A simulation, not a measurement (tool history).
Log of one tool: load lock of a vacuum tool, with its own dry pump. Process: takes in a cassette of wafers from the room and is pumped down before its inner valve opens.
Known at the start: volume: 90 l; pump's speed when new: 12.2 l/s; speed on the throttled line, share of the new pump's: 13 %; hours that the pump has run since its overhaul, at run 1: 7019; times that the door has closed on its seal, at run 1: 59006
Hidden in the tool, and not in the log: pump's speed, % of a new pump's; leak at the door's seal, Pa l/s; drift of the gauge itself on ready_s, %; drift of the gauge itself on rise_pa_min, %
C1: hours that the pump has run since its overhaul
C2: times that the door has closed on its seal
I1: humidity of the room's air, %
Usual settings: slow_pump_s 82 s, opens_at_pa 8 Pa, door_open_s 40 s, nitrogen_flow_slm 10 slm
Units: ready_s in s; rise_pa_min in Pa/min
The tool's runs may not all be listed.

{"run": 1, "hour": 0.0, "slow_pump_s": 82, "opens_at_pa": 8, "door_open_s": 40, "nitrogen_flow_slm": 10, "C1": 7019, "C2": 59006, "I1": 49.5, "ready_s": 150.3, "rise_pa_min": 0.374}
{"run": 2, "hour": 432.5, "slow_pump_s": 82, "opens_at_pa": 6, "door_open_s": 40, "nitrogen_flow_slm": 10, "C1": 7452, "C2": 60305, "I1": 46.7, "ready_s": 154.7, "rise_pa_min": 0.391}
{"run": 3, "hour": 736.1, "slow_pump_s": 82, "opens_at_pa": 6, "door_open_s": 40, "nitrogen_flow_slm": 10, "C1": 7755, "C2": 61217, "I1": 44.9, "ready_s": 151.5, "rise_pa_min": 0.399}
{"run": 4, "hour": 1215.6, "slow_pump_s": 82, "opens_at_pa": 6, "door_open_s": 40, "nitrogen_flow_slm": 10, "C1": 8235, "C2": 62657, "I1": 43.3, "ready_s": 154.9, "rise_pa_min": 0.408}
{"run": 5, "hour": 1622.1, "slow_pump_s": 82, "opens_at_pa": 8, "door_open_s": 40, "nitrogen_flow_slm": 10, "C1": 8641, "C2": 63878, "I1": 43.8, "ready_s": 153.3, "rise_pa_min": 0.413}
{"run": 6, "hour": 1998.6, "slow_pump_s": 58, "opens_at_pa": 8, "door_open_s": 40, "nitrogen_flow_slm": 10, "C1": 9018, "C2": 65009, "I1": 44.5, "ready_s": 132.7, "rise_pa_min": 0.413}
{"run": 7, "hour": 2320.4, "slow_pump_s": 82, "opens_at_pa": 8, "door_open_s": 40, "nitrogen_flow_slm": 6, "C1": 9339, "C2": 65975, "I1": 47.7, "ready_s": 152.4, "rise_pa_min": 0.443}
{"run": 8, "hour": 2908.7, "slow_pump_s": 82, "opens_at_pa": 8, "door_open_s": 40, "nitrogen_flow_slm": 6, "C1": 9928, "C2": 67742, "I1": 42.8, "ready_s": 155.0, "rise_pa_min": 0.461}
{"run": 9, "hour": 3256.4, "slow_pump_s": 82, "opens_at_pa": 8, "door_open_s": 40, "nitrogen_flow_slm": 6, "C1": 10275, "C2": 68786, "I1": 42.0, "ready_s": 154.3, "rise_pa_min": 0.471}
{"hour": 3513.8, "done": "door's seal changed, seat wiped"}
{"run": 10, "hour": 3879.4, "slow_pump_s": 82, "opens_at_pa": 8, "door_open_s": 40, "nitrogen_flow_slm": 10, "C1": 10897, "C2": 1098, "I1": 41.9, "ready_s": 155.3, "rise_pa_min": 0.021}
{"run": 11, "hour": 4165.0, "slow_pump_s": 82, "opens_at_pa": 12, "door_open_s": 40, "nitrogen_flow_slm": 10, "C1": 11183, "C2": 1956, "I1": 46.7, "ready_s": 151.9, "rise_pa_min": 0.027}
{"run": 12, "hour": 4722.4, "slow_pump_s": 115, "opens_at_pa": 8, "door_open_s": 40, "nitrogen_flow_slm": 10, "C1": 11740, "C2": 3630, "I1": 45.0, "ready_s": 184.0, "rise_pa_min": 0.033}
{"run": 13, "hour": 5114.7, "slow_pump_s": 82, "opens_at_pa": 8, "door_open_s": 157, "nitrogen_flow_slm": 10, "C1": 12132, "C2": 4808, "I1": 44.2, "ready_s": 157.5, "rise_pa_min": 0.046}
{"hour": 5370.7, "done": "dry pump taken out, an overhauled one fitted"}
{"run": 14, "hour": 5671.5, "slow_pump_s": 82, "opens_at_pa": 8, "door_open_s": 157, "nitrogen_flow_slm": 10, "C1": 301, "C2": 6462, "I1": 46.6, "ready_s": 139.7, "rise_pa_min": 0.052}
{"run": 15, "hour": 6231.6, "slow_pump_s": 82, "opens_at_pa": 8, "door_open_s": 157, "nitrogen_flow_slm": 10, "C1": 861, "C2": 8145, "I1": 47.7, "ready_s": 141.5, "rise_pa_min": 0.059}
{"run": 16, "hour": 6766.4, "slow_pump_s": 82, "opens_at_pa": 8, "door_open_s": 40, "nitrogen_flow_slm": 37, "C1": 1396, "C2": 9751, "I1": 43.7, "ready_s": 142.9, "rise_pa_min": 0.039}
{"run": 17, "hour": 7021.9, "slow_pump_s": 82, "opens_at_pa": 8, "door_open_s": 40, "nitrogen_flow_slm": 37, "C1": 1651, "C2": 10518, "I1": 44.2, "ready_s": 143.0, "rise_pa_min": 0.037}
{"run": 18, "hour": 7354.7, "slow_pump_s": 82, "opens_at_pa": 8, "door_open_s": 40, "nitrogen_flow_slm": 37, "C1": 1984, "C2": 11518, "I1": 45.4, "ready_s": 141.7, "rise_pa_min": 0.045}
{"run": 19, "hour": 7952.4, "slow_pump_s": 82, "opens_at_pa": 8, "door_open_s": 40, "nitrogen_flow_slm": 12, "C1": 2582, "C2": 13313, "I1": 45.4, "ready_s": 143.2, "rise_pa_min": 0.063}
{"run": 20, "hour": 8348.2, "slow_pump_s": 157, "opens_at_pa": 8, "door_open_s": 133, "nitrogen_flow_slm": 12, "C1": 2977, "C2": 14502, "I1": 45.4, "ready_s": 208.7, "rise_pa_min": 0.076}
{"run": 21, "hour": 8873.6, "slow_pump_s": 157, "opens_at_pa": 8, "door_open_s": 133, "nitrogen_flow_slm": 12, "C1": 3503, "C2": 16080, "I1": 45.5, "ready_s": 210.7, "rise_pa_min": 0.083}
{"run": 22, "hour": 9139.2, "slow_pump_s": 129, "opens_at_pa": 8, "door_open_s": 119, "nitrogen_flow_slm": 7, "C1": 3768, "C2": 16877, "I1": 45.0, "ready_s": 184.6, "rise_pa_min": 0.083}

Forecast run 23:
{"run": 23, "hour": 9754.1, "slow_pump_s": 129, "opens_at_pa": 8, "door_open_s": 119, "nitrogen_flow_slm": 7, "C1": 4383, "C2": 18724, "I1": 43.8, "ready_s": "?", "rise_pa_min": "?"}

{"run 23": {"ready_s": 185.9, "rise_pa_min": 0.091}}
Without the tool's hidden state the same run would have given ready_s 181.4 s, rise_pa_min 0.032 Pa/min.
